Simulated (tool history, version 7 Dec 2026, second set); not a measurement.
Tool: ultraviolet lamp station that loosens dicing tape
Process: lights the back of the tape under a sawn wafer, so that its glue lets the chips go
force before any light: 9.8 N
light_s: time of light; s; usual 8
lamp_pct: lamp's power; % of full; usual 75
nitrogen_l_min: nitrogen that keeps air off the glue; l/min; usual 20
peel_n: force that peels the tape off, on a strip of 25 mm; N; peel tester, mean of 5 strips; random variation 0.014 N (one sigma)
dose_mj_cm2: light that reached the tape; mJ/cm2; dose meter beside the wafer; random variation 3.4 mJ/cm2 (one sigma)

run,day,light_s,lamp_pct,nitrogen_l_min,peel_n,dose_mj_cm2
1,0.000,8,75,20,1.298,397
2,1.767,8,75,30,1.270,382
3,2.821,8,75,30,1.296,370
4,4.288,8,75,30,1.391,357
5,5.804,8,97,20,1.036,453
# day 6.612: window cleaned of glue's vapour
6,6.904,8,97,20,1.252,408
7,8.008,9,75,20,1.653,346
8,9.042,8,75,20,2.127,306
9,10.929,8,75,20,2.194,291
10,11.833,8,75,20,2.330,281
11,13.658,9,89,8,2.239,355
12,14.721,9,89,8,2.326,344
13,16.300,8,84,7,3.383,277
# day 17.254: window cleaned of glue's vapour, once more
14,17.971,5,92,20,2.350,279
15,18.954,5,75,17,3.299,221
16,20.188,6,75,13,2.847,262
# day 21.358: lamp changed
17,21.542,5,75,23,1.944,315

Hidden state or all else? Some run-to-run changes of peel_n, split into what the settings, what came in and random variation would give without the hidden state, and what is left for the hidden state (with any gauge scatter that isn't in both results):
The hidden state here: lamp's light, % of a new lamp's; light that the window lets through, % of a clean one's; drift of the gauge itself on peel_n, %; drift of the gauge itself on dose_mj_cm2, %.
Run 12 -> 13: light_s 9 -> 8, lamp_pct 89 -> 84, nitrogen_l_min 8 -> 7. peel_n +1.057 N: hidden state +0.655, all else +0.402.
Run 13 -> 14: light_s 8 -> 5, lamp_pct 84 -> 92, nitrogen_l_min 7 -> 20, window cleaned of glue's vapour, once more. peel_n -1.033 N: hidden state -1.307, all else +0.274.
